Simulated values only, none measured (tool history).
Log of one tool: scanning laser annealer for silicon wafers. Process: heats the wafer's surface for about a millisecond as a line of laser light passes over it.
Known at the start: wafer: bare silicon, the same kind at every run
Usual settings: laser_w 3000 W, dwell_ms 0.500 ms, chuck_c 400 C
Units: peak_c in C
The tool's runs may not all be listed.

{"run": 1, "hour": 0.0, "laser_w": 3000, "dwell_ms": 0.5, "chuck_c": 400, "peak_c": 1152}
{"run": 2, "hour": 31.0, "laser_w": 3000, "dwell_ms": 0.5, "chuck_c": 400, "peak_c": 1152}
{"run": 3, "hour": 47.2, "laser_w": 3000, "dwell_ms": 0.5, "chuck_c": 425, "peak_c": 1178}
{"run": 4, "hour": 61.5, "laser_w": 3000, "dwell_ms": 0.58, "chuck_c": 425, "peak_c": 1228}
{"run": 5, "hour": 96.9, "laser_w": 3000, "dwell_ms": 0.58, "chuck_c": 425, "peak_c": 1226}
{"run": 6, "hour": 130.7, "laser_w": 3000, "dwell_ms": 0.58, "chuck_c": 425, "peak_c": 1223}
{"run": 7, "hour": 156.8, "laser_w": 3000, "dwell_ms": 0.58, "chuck_c": 366, "peak_c": 1167}
{"run": 8, "hour": 176.4, "laser_w": 3000, "dwell_ms": 0.5, "chuck_c": 400, "peak_c": 1143}
{"run": 9, "hour": 201.9, "laser_w": 3000, "dwell_ms": 0.5, "chuck_c": 400, "peak_c": 1144}
{"run": 10, "hour": 225.6, "laser_w": 3000, "dwell_ms": 0.5, "chuck_c": 400, "peak_c": 1147}
{"run": 11, "hour": 256.2, "laser_w": 3000, "dwell_ms": 0.5, "chuck_c": 396, "peak_c": 1138}
{"run": 12, "hour": 270.4, "laser_w": 3000, "dwell_ms": 0.5, "chuck_c": 396, "peak_c": 1134}
{"run": 13, "hour": 304.7, "laser_w": 3000, "dwell_ms": 0.5, "chuck_c": 396, "peak_c": 1133}
{"run": 14, "hour": 340.1, "laser_w": 3000, "dwell_ms": 0.5, "chuck_c": 396, "peak_c": 1133}
{"run": 15, "hour": 357.7, "laser_w": 3000, "dwell_ms": 0.518, "chuck_c": 435, "peak_c": 1185}
{"run": 16, "hour": 377.4, "laser_w": 3000, "dwell_ms": 0.518, "chuck_c": 435, "peak_c": 1182}
{"run": 17, "hour": 401.9, "laser_w": 2926, "dwell_ms": 0.461, "chuck_c": 415, "peak_c": 1101}
{"run": 18, "hour": 418.3, "laser_w": 2926, "dwell_ms": 0.463, "chuck_c": 415, "peak_c": 1102}
{"run": 19, "hour": 446.9, "laser_w": 3017, "dwell_ms": 0.568, "chuck_c": 366, "peak_c": 1147}
{"run": 20, "hour": 468.0, "laser_w": 3213, "dwell_ms": 0.354, "chuck_c": 435, "peak_c": 1101}
{"run": 21, "hour": 495.9, "laser_w": 3000, "dwell_ms": 0.423, "chuck_c": 426, "peak_c": 1101}
{"run": 22, "hour": 516.4, "laser_w": 3000, "dwell_ms": 0.423, "chuck_c": 426, "peak_c": 1095}
{"run": 23, "hour": 543.9, "laser_w": 3000, "dwell_ms": 0.423, "chuck_c": 426, "peak_c": 1096}
{"run": 24, "hour": 573.6, "laser_w": 2831, "dwell_ms": 0.5, "chuck_c": 408, "peak_c": 1089}
{"run": 25, "hour": 607.4, "laser_w": 3155, "dwell_ms": 0.358, "chuck_c": 364, "peak_c": 1014}
{"run": 26, "hour": 624.5, "laser_w": 3155, "dwell_ms": 0.358, "chuck_c": 364, "peak_c": 1010}
{"run": 27, "hour": 645.7, "laser_w": 2755, "dwell_ms": 0.358, "chuck_c": 364, "peak_c": 930}
{"run": 28, "hour": 676.7, "laser_w": 2552, "dwell_ms": 0.358, "chuck_c": 409, "peak_c": 929}

Forecast each of these 4 alternatives for the next run:
{"run": "A", "hour": 708.7, "laser_w": 2552, "dwell_ms": 0.358, "chuck_c": 398, "peak_c": "?"}
{"run": "B", "hour": 708.7, "laser_w": 2552, "dwell_ms": 0.358, "chuck_c": 372, "peak_c": "?"}
{"run": "C", "hour": 708.7, "laser_w": 2611, "dwell_ms": 0.5, "chuck_c": 400, "peak_c": "?"}
{"run": "D", "hour": 708.7, "laser_w": 2675, "dwell_ms": 0.441, "chuck_c": 400, "peak_c": "?"}

run=A peak_c=919
run=B peak_c=892
run=C peak_c=1022
run=D peak_c=1002
Without the tool's hidden state the same runs would have given:
run=A peak_c=953
run=B peak_c=926
run=C peak_c=1063
run=D peak_c=1042
